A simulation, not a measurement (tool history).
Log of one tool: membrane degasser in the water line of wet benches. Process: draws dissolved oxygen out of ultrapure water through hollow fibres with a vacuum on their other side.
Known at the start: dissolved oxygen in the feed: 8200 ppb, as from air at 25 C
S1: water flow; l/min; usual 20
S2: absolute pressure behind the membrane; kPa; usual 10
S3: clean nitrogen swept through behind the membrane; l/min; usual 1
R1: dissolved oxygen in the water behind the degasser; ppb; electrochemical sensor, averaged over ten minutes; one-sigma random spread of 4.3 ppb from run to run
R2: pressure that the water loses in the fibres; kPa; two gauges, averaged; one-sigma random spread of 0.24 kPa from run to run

| run | hour | S1 | S2 | S3 | R1 | R2 |
|---|---|---|---|---|---|---|
| 1 | 0 | 20 | 10 | 1 | 433.3 | 63.34 |
| 2 | 48.4 | 13 | 10 | 1 | 247.3 | 40.83 |
| 3 | 114.9 | 13 | 10 | 1 | 250.4 | 40.87 |
| 4 | 157.1 | 13 | 10 | 1 | 250.5 | 41.2 |
| 5 | 210.6 | 13 | 11.4 | 1 | 285.6 | 40.7 |
| 6 | 263.2 | 30 | 10 | 1 | 734.6 | 94.87 |
| 7 | 308 | 30 | 10 | 1 | 719.1 | 94.86 |
| 8 | 342.6 | 30 | 10 | 1 | 720.1 | 94.7 |

Run 9 has not been measured yet. What should we expect?
| 9 | 389.4 | 17 | 9.4 | 2.72 | ? | ? |

R1: 192.6 ppb
R2: 53.67 kPa
Had the tool carried no hidden state, the very same run would have given R1 186.3 ppb, R2 52.99 kPa.

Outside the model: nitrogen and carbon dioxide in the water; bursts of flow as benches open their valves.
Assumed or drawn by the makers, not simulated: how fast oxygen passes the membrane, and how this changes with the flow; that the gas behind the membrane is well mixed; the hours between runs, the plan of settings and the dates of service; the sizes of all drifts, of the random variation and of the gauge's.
